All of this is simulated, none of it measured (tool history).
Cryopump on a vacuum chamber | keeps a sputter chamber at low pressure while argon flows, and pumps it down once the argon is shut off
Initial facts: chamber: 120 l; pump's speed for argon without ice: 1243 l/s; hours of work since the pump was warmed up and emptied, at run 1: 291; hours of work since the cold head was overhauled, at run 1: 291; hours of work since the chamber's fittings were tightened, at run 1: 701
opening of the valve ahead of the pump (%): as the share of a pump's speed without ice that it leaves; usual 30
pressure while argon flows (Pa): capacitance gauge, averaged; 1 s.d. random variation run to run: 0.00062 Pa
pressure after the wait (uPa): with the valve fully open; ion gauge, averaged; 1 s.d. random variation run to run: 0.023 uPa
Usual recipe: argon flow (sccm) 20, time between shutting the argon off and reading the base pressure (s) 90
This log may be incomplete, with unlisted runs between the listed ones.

| run | hour | argon flow (sccm) | time between shutting the argon off and reading the base pressure (s) | opening of the valve ahead of the pump (%) | hours of work since the pump was warmed up and emptied | hours of work since the cold head was overhauled | hours of work since the chamber's fittings were tightened | pressure while argon flows (Pa) | pressure after the wait (uPa) |
|---|---|---|---|---|---|---|---|---|---|
| 1 | 0 | 20 | 90 | 30 | 291 | 291 | 701 | 0.0976 | 1.87 |
| 2 | 14.2 | 20 | 90 | 30 | 302 | 302 | 713 | 0.0989 | 2.01 |
| 3 | 30.1 | 20 | 90 | 30 | 315 | 315 | 726 | 0.099 | 1.97 |
| 4 | 52.9 | 20 | 90 | 30 | 334 | 334 | 744 | 0.1004 | 1.96 |
| 5 | 66.9 | 10 | 90 | 30 | 345 | 345 | 756 | 0.0498 | 2.06 |
| 6 | 93.4 | 10 | 90 | 30 | 367 | 367 | 778 | 0.0502 | 2.16 |
|  | 110.2 | pump warmed up, emptied and cooled again |
| 7 | 114.5 | 20 | 90 | 16 | 4 | 380 | 791 | 0.1698 | 1.75 |
| 8 | 130.1 | 20 | 90 | 30 | 16 | 393 | 804 | 0.0921 | 1.76 |
| 9 | 154 | 20 | 90 | 30 | 36 | 413 | 823 | 0.0917 | 1.83 |
| 10 | 165.8 | 20 | 158 | 30 | 46 | 422 | 833 | 0.0922 | 1.57 |
| 11 | 179.8 | 20 | 158 | 30 | 57 | 434 | 844 | 0.0921 | 1.54 |
| 12 | 196.2 | 20 | 158 | 30 | 71 | 447 | 858 | 0.0921 | 1.61 |
| 13 | 218 | 20 | 158 | 30 | 88 | 465 | 876 | 0.0929 | 1.62 |
| 14 | 243.2 | 20 | 90 | 33 | 109 | 486 | 896 | 0.0854 | 2.01 |
| 15 | 255.5 | 20 | 90 | 30 | 119 | 496 | 906 | 0.0936 | 2.02 |
| 16 | 273.7 | 20 | 90 | 30 | 134 | 511 | 921 | 0.0942 | 2.01 |
| 17 | 300.1 | 20 | 90 | 30 | 156 | 533 | 943 | 0.0956 | 2.06 |
| 18 | 317.7 | 12 | 90 | 21 | 170 | 547 | 957 | 0.0801 | 2.11 |
| 19 | 339.4 | 33 | 90 | 17 | 188 | 565 | 975 | 0.2717 | 2.18 |
| 20 | 351.8 | 33 | 90 | 17 | 198 | 575 | 985 | 0.2701 | 2.23 |
| 21 | 376.2 | 21 | 90 | 17 | 218 | 595 | 1005 | 0.1748 | 2.18 |
| 22 | 389.8 | 17 | 90 | 17 | 229 | 606 | 1017 | 0.142 | 2.25 |
| 23 | 413.7 | 17 | 32 | 17 | 249 | 626 | 1036 | 0.1426 | 3.34 |
| 24 | 427.1 | 17 | 32 | 17 | 260 | 637 | 1047 | 0.1416 | 3.38 |
| 25 | 442.8 | 17 | 32 | 17 | 273 | 650 | 1060 | 0.143 | 3.36 |
| 26 | 461.2 | 10 | 58 | 25 | 288 | 665 | 1075 | 0.0586 | 2.75 |
| 27 | 477.1 | 22 | 52 | 32 | 301 | 678 | 1088 | 0.1029 | 2.94 |
| 28 | 494.7 | 22 | 52 | 32 | 315 | 692 | 1103 | 0.1042 | 2.93 |
| 29 | 514.9 | 19 | 90 | 30 | 332 | 709 | 1119 | 0.0954 | 2.6 |
| 30 | 538.5 | 23 | 260 | 57 | 351 | 728 | 1139 | 0.067 | 2.31 |
| 31 | 563.3 | 23 | 260 | 57 | 372 | 748 | 1159 | 0.0683 | 2.43 |
|  | 575.4 | pump warmed up, emptied and cooled again |
| 32 | 587.9 | 23 | 263 | 30 | 10 | 765 | 1175 | 0.1048 | 1.84 |
| 33 | 602.4 | 23 | 263 | 30 | 22 | 777 | 1187 | 0.1051 | 1.84 |
| 34 | 614 | 20 | 49 | 39 | 32 | 786 | 1196 | 0.0711 | 2.64 |

For each entry between runs, how does the tool's hidden state at the last listed run before it compare with that at the first listed run after it?
Runs 6 to 7: pump warmed up, emptied and cooled again (hour 110.2)
  pump's speed, % of a pump's without ice: 72.2 -> 99.4; cold plate's temperature, K: 12.4 -> 12.41; leak into the chamber, uPa l/s: 1409 -> 1429
  what was measured, less what the result would be without the hidden state, pressure while argon flows (Pa): +0.0054 -> +0.0004; pressure after the wait (uPa): +1.35 -> +0.93
Runs 31 to 32: pump warmed up, emptied and cooled again (hour 575.4)
  pump's speed, % of a pump's without ice: 71 -> 99; leak into the chamber, uPa l/s: 1936 -> 1957
  what was measured, less what the result would be without the hidden state, pressure while argon flows (Pa): +0.0133 -> +0.0007; pressure after the wait (uPa): +2.01 -> +1.39
